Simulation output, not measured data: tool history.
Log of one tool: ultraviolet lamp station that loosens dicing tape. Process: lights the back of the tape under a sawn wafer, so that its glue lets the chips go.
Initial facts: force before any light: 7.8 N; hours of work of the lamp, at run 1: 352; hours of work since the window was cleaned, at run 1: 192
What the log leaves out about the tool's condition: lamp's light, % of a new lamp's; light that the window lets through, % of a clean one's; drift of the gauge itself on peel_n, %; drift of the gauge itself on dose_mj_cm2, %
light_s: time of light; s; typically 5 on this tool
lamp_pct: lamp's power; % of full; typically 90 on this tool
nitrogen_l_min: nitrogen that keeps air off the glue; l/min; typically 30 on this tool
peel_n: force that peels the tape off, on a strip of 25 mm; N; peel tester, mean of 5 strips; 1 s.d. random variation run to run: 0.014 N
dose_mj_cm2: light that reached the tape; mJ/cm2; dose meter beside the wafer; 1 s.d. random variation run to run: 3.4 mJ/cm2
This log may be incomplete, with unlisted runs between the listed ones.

run	day	light_s	lamp_pct	nitrogen_l_min	hours of work of the lamp	hours of work since the window was cleaned	peel_n	dose_mj_cm2
1	0.000	5	90	30	352	192	0.863	468
2	2.554	5	90	30	378	218	0.889	458
3	5.242	7	90	30	405	245	0.502	640
4	8.308	7	90	30	436	276	0.511	628
5	10.300	7	90	30	456	296	0.540	623
6	11.975	7	79	30	472	312	0.667	548
7	14.517	7	79	30	498	338	0.697	540
8	15.983	7	79	30	512	352	0.674	538
9	18.800	7	79	30	541	381	0.708	531
10	20.550	5	90	28	558	398	1.079	425
11	22.017	5	90	30	573	413	1.017	421
12	24.562	5	90	30	598	438	1.042	420
13	26.925	5	90	30	622	462	1.102	411
14	29.104	5	90	30	644	484	1.125	410
15	31.392	5	90	30	667	507	1.192	398
16	33.450	5	90	30	687	527	1.180	399
17	36.238	5	90	30	715	555	1.175	395
18	37.988	5	90	30	733	573	1.222	394
19	40.125	3	90	30	754	594	2.528	233
20	42.250	3	90	30	775	615	2.563	226
21	44.450	3	90	30	797	637	2.513	225
# day 47.308: window cleaned of glue's vapour
22	47.308	2	90	13	826	0	4.329	166
23	49.258	2	68	12	845	20	5.065	122
24	51.688	5	63	10	870	44	3.206	290
25	54.612	2	92	19	899	73	3.946	165
26	55.875	2	85	52	912	86	2.969	156
27	58.942	7	90	30	942	116	0.663	551
28	60.271	2	82	44	956	130	3.394	142
29	63.104	4	61	30	984	158	2.764	210
30	65.304	9	94	11	1006	180	0.879	726
31	67.775	3	77	30	1031	205	2.968	192
32	70.600	3	77	30	1059	233	2.918	192
33	71.992	3	77	30	1073	247	2.977	191
34	73.504	3	88	41	1088	262	2.326	213
35	75.125	3	88	41	1104	278	2.284	213
36	77.321	3	88	41	1126	300	2.418	211
37	78.838	3	88	41	1141	316	2.437	209
38	80.108	3	66	17	1154	328	4.134	157
39	82.058	3	77	10	1174	348	4.424	179
# day 83.525: lamp changed
40	84.771	6	90	14	12	375	1.000	604
41	87.679	6	90	14	42	404	1.066	589
42	90.538	6	90	14	70	432	1.067	582

What if the next run were any one of these 3? Each begins from the tool's condition after run 42:
A	92.392	5	96	33	89	451	?	?
B	92.392	2	76	31	89	451	?	?
C	92.392	5	68	59	89	451	?	?

run	peel_n	dose_mj_cm2
A	0.689	508
B	3.338	158
C	0.906	367
Without the tool's hidden state the same runs would have given:
run	peel_n	dose_mj_cm2
A	0.563	568
B	3.032	178
C	0.739	411
